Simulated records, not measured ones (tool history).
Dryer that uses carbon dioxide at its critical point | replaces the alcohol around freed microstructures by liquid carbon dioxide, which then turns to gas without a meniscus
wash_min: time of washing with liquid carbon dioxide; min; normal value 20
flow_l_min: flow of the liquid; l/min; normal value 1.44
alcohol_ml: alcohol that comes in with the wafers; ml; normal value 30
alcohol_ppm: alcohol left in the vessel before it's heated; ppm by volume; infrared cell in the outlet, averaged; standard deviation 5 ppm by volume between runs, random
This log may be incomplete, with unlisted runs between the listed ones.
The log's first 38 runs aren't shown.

run 39 day=11.883 | wash_min=20 flow_l_min=0.96 alcohol_ml=32 | alcohol_ppm=186
run 40 day=12.283 | wash_min=20 flow_l_min=0.96 alcohol_ml=32 | alcohol_ppm=190
run 41 day=12.629 | wash_min=25 flow_l_min=1.40 alcohol_ml=23 | alcohol_ppm=49
run 42 day=13.038 | wash_min=13 flow_l_min=1.21 alcohol_ml=25 | alcohol_ppm=305
run 43 day=13.221 | wash_min=22 flow_l_min=1.33 alcohol_ml=30 | alcohol_ppm=83
run 44 day=13.596 | wash_min=22 flow_l_min=1.33 alcohol_ml=30 | alcohol_ppm=82
run 45 day=14.029 | wash_min=20 flow_l_min=1.44 alcohol_ml=22 | alcohol_ppm=77
run 46 day=14.433 | wash_min=20 flow_l_min=1.44 alcohol_ml=22 | alcohol_ppm=79

Alternative continuations, all from the tool just after run 46; predict every row:
run A day=14.700 | wash_min=20 flow_l_min=1.18 alcohol_ml=22 | alcohol_ppm=?
run B day=14.700 | wash_min=17 flow_l_min=1.44 alcohol_ml=22 | alcohol_ppm=?
run C day=14.700 | wash_min=20 flow_l_min=1.05 alcohol_ml=100 | alcohol_ppm=?
run D day=14.700 | wash_min=20 flow_l_min=1.44 alcohol_ml=41 | alcohol_ppm=?

run=A alcohol_ppm=116
run=B alcohol_ppm=104
run=C alcohol_ppm=386
run=D alcohol_ppm=87
With the hidden condition removed and each run's random variation left untouched, the same runs would have given:
run=A alcohol_ppm=45
run=B alcohol_ppm=34
run=C alcohol_ppm=229
run=D alcohol_ppm=19

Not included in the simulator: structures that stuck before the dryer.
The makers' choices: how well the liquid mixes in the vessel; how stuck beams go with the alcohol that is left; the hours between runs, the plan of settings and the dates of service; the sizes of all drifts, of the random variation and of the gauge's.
